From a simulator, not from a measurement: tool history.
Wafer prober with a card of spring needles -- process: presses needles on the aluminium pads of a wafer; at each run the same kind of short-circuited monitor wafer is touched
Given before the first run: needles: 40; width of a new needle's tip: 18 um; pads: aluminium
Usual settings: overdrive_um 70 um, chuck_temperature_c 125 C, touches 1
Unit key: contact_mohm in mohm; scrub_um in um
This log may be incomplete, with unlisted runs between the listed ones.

run,hour,overdrive_um,chuck_temperature_c,touches,contact_mohm,scrub_um
1,0.0,70,125,1,144,14.42
2,19.4,70,125,1,145,14.44
# hour 26.2: tips cleaned on abrasive film
3,32.9,70,125,1,143,14.42
4,43.1,70,125,1,143,14.42
# hour 52.3: tips cleaned on abrasive film
5,63.5,70,125,1,146,14.39
6,73.1,70,125,1,147,14.41
# hour 78.8: tips cleaned on abrasive film
7,91.9,70,125,1,146,14.40
# hour 104.7: tips cleaned on abrasive film
8,107.6,70,125,1,144,14.39
9,122.8,70,125,1,145,14.41
# hour 130.4: tips cleaned on abrasive film
10,132.6,70,125,1,146,14.40
11,141.3,70,125,1,144,14.39
# hour 157.1: tips cleaned on abrasive film
12,157.6,70,99,1,140,14.42
13,173.4,50,125,1,148,10.26
# hour 183.3: tips cleaned on abrasive film
14,185.9,50,125,1,148,10.26
# hour 194.0: height of the first contact set anew
15,207.0,50,125,1,151,10.28
# hour 209.7: tips cleaned on abrasive film
16,222.3,50,94,1,145,10.27
# hour 236.0: tips cleaned on abrasive film
17,240.8,86,125,1,146,17.67
18,250.8,86,125,1,142,17.68
# hour 261.3: tips cleaned on abrasive film
19,263.1,55,125,2,145,11.28
20,274.3,81,125,2,144,16.60
21,285.6,70,125,2,146,14.34
# hour 287.4: tips cleaned on abrasive film
22,298.7,58,40,1,133,11.88
23,309.2,58,40,1,133,11.89
# hour 312.8: tips cleaned on abrasive film
24,329.4,58,40,1,135,11.87
# hour 338.9: tips cleaned on abrasive film
25,350.1,58,40,2,136,11.86
26,359.5,50,26,2,132,10.26
# hour 364.6: tips cleaned on abrasive film
27,374.3,50,26,2,133,10.23
# hour 390.6: tips cleaned on abrasive film
28,394.9,50,116,2,149,10.23
29,405.7,50,116,1,146,10.23
# hour 416.4: tips cleaned on abrasive film
30,425.7,50,116,1,146,10.20
31,439.9,50,116,1,148,10.21
# hour 441.8: tips cleaned on abrasive film
32,460.5,70,28,1,131,14.32
# hour 468.6: tips cleaned on abrasive film
33,478.7,70,28,1,126,14.29
# hour 487.4: gauge calibrated
34,490.4,70,28,1,132,14.45

For each run, the measured value with the value that run would have given without the tool's hidden condition subtracted. The run-to-run variation is shared by both, the gauge scatter possibly not:
Hidden state present: debris on the tips, nm; way that the needles fall short of the set height, um; tips' diameter, um; drift of the gauge itself on contact_mohm, %; drift of the gauge itself on scrub_um, %.
run,scrub_um
1,+0.00
2,-0.01
3,-0.01
4,-0.01
5,-0.03
6,-0.02
7,-0.03
8,-0.04
9,-0.04
10,-0.04
11,-0.04
12,-0.05
13,-0.04
14,-0.05
15,-0.05
16,-0.05
17,-0.10
18,-0.10
19,-0.06
20,-0.10
21,-0.09
22,-0.08
23,-0.08
24,-0.09
25,-0.10
26,-0.08
27,-0.08
28,-0.09
29,-0.09
30,-0.10
31,-0.11
32,-0.15
33,-0.15
34,+0.00
contact_mohm without the hidden state stays within 1 mohm of what was measured, in all runs.
